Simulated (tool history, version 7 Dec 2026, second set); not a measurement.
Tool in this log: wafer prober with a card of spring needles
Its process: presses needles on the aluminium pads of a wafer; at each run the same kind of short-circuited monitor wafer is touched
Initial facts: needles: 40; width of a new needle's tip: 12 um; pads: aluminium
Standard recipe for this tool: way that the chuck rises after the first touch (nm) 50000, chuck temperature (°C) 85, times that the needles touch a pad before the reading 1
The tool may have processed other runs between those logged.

run	day	way that the chuck rises after the first touch (nm)	chuck temperature (°C)	times that the needles touch a pad before the reading	resistance of one needle with its contact and lead (mohm)	way that a needle slides on the pad (nm)
1	0	50000	85	1	309	11010
# day 0.329: tips cleaned on abrasive film
# day 0.838: tips cleaned on abrasive film
2	1.262	48000	85	1	414	10570
# day 1.392: tips cleaned on abrasive film
# day 1.925: tips cleaned on abrasive film
3	2.283	48000	85	1	393	10550
# day 2.533: tips cleaned on abrasive film
# day 3.104: tips cleaned on abrasive film
4	3.392	48000	85	1	374	10460
# day 3.633: tips cleaned on abrasive film
# day 4.238: tips cleaned on abrasive film
# day 4.333: tips cleaned on abrasive film, once more
5	4.333	48000	85	1	144	10490
# day 4.896: tips cleaned on abrasive film
# day 5.5: tips cleaned on abrasive film
6	5.5	48000	85	1	170	10470
# day 6.021: tips cleaned on abrasive film
7	6.25	48000	85	1	339	10410
# day 6.562: tips cleaned on abrasive film
8	7	48000	85	1	421	10390
# day 7.079: tips cleaned on abrasive film
# day 7.583: tips cleaned on abrasive film
# day 8.112: tips cleaned on abrasive film
9	8.112	48000	85	2	149	10340
# day 8.65: tips cleaned on abrasive film
10	9.133	48000	85	2	330	10340
# day 9.258: tips cleaned on abrasive film
# day 9.833: tips cleaned on abrasive film
11	10.267	50000	85	1	424	10800
# day 10.392: tips cleaned on abrasive film
# day 10.942: tips cleaned on abrasive film
# day 11.471: tips cleaned on abrasive film
12	11.879	50000	85	1	423	10710
# day 11.983: tips cleaned on abrasive film
# day 12.517: tips cleaned on abrasive film
13	12.904	50000	85	1	398	10620
# day 13.017: tips cleaned on abrasive film
# day 13.583: tips cleaned on abrasive film
14	13.638	50000	85	1	225	10530
# day 14.125: tips cleaned on abrasive film
15	14.567	50000	85	1	437	10600
# day 14.642: tips cleaned on abrasive film
# day 15.225: tips cleaned on abrasive film
# day 15.783: tips cleaned on abrasive film
16	16.004	41000	47	2	342	8550
# day 16.362: tips cleaned on abrasive film
17	16.708	58000	47	2	248	12330
# day 16.954: tips cleaned on abrasive film
# day 17.571: tips cleaned on abrasive film
# day 18.079: tips cleaned on abrasive film
18	18.079	61000	76	2	137	12880
# day 18.658: tips cleaned on abrasive film
# day 19.179: tips cleaned on abrasive film
# day 19.388: height of the first contact set anew
19	19.388	61000	76	2	206	13430
# day 19.783: tips cleaned on abrasive film
# day 20.358: tips cleaned on abrasive film
# day 20.888: tips cleaned on abrasive film
20	20.888	61000	76	2	146	13440
# day 21.45: tips cleaned on abrasive film
# day 21.975: tips cleaned on abrasive film
21	22.396	61000	76	2	248	13380
# day 22.517: tips cleaned on abrasive film
# day 23.042: tips cleaned on abrasive film
22	23.383	57000	85	2	270	12400
# day 23.604: tips cleaned on abrasive film
# day 24.179: tips cleaned on abrasive film
23	24.388	37000	70	3	283	7950
# day 24.692: tips cleaned on abrasive film
# day 25.283: tips cleaned on abrasive film
24	25.462	36000	70	3	278	7780
# day 25.796: tips cleaned on abrasive film
# day 26.383: tips cleaned on abrasive film
# day 26.925: tips cleaned on abrasive film
25	27.138	36000	70	3	272	7730
# day 27.504: tips cleaned on abrasive film
# day 28.033: tips cleaned on abrasive film
26	28.483	50000	74	1	454	10750
# day 28.612: tips cleaned on abrasive film
# day 29.208: tips cleaned on abrasive film
# day 29.771: tips cleaned on abrasive film
27	30.092	50000	46	1	431	10690
# day 30.3: tips cleaned on abrasive film
# day 30.854: tips cleaned on abrasive film
28	30.938	50000	46	1	250	10680
# day 31.383: tips cleaned on abrasive film
# day 32.004: tips cleaned on abrasive film
29	32.058	50000	46	1	239	10620
# day 32.617: tips cleaned on abrasive film
30	33.029	50000	46	1	469	10590

What if the next run were any one of these 4? Each begins from the tool's condition after run 30:
# day 33.158: tips cleaned on abrasive film
# day 33.746: tips cleaned on abrasive film
A	34.017	50000	85	1	?	?
# day 33.158: tips cleaned on abrasive film
# day 33.746: tips cleaned on abrasive film
B	34.017	39000	26	1	?	?
# day 33.158: tips cleaned on abrasive film
# day 33.746: tips cleaned on abrasive film
C	34.017	50000	29	2	?	?
# day 33.158: tips cleaned on abrasive film
# day 33.746: tips cleaned on abrasive film
D	34.017	46000	106	3	?	?

run	resistance of one needle with its contact and lead (mohm)	way that a needle slides on the pad (nm)
A	417	10560
B	617	8180
C	309	10590
D	259	9660
With the hidden condition removed and each run's random variation left untouched, the same runs would have given:
run	resistance of one needle with its contact and lead (mohm)	way that a needle slides on the pad (nm)
A	134	11010
B	131	8630
C	124	11030
D	140	10100
